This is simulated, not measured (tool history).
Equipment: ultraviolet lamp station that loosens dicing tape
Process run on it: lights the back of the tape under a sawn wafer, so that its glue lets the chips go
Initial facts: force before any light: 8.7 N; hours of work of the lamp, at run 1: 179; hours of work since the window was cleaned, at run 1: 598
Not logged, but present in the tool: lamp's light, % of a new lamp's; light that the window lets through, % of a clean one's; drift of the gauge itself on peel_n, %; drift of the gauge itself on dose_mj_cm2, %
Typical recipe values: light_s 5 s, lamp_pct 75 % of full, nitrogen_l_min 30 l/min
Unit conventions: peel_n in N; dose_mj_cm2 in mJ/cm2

run,hour,light_s,lamp_pct,nitrogen_l_min,hours of work of the lamp,hours of work since the window was cleaned,peel_n,dose_mj_cm2
1,0,5,75,30,179,598,1.645,324
2,14.6,5,75,30,188,607,1.688,322
3,28.1,5,75,25,195,614,1.758,322
4,35.2,5,75,25,200,619,1.79,318
5,46.7,5,75,17,206,625,2.07,325
# hour 49.1: window cleaned of glue's vapour
6,62.5,5,75,17,215,8,2.319,290
7,77.3,5,75,30,224,16,1.986,291
8,89.6,5,75,30,231,24,1.961,289
9,99.5,5,75,14,237,29,2.391,289
10,112.6,2,96,14,244,37,4.606,149
11,126.2,8,75,11,252,45,1.395,463
# hour 129.2: window cleaned of glue's vapour, once more
12,138.3,10,65,14,259,5,0.627,642
13,148.3,10,65,14,265,11,0.651,636
14,163.3,4,82,41,273,20,1.536,323
15,177.8,4,82,41,282,28,1.525,317
16,186.7,7,62,21,287,33,1.177,422
17,196.4,5,60,12,293,39,2.629,294

Each run again, without the hidden state but with its own random variation kept:
run,peel_n,dose_mj_cm2
1,1.172,394
2,1.197,394
3,1.251,395
4,1.271,392
5,1.504,399
6,1.505,390
7,1.216,392
8,1.191,391
9,1.562,392
10,3.659,202
11,0.769,632
12,0.545,684
13,0.563,680
14,1.361,346
15,1.343,341
16,1.02,456
17,2.387,318
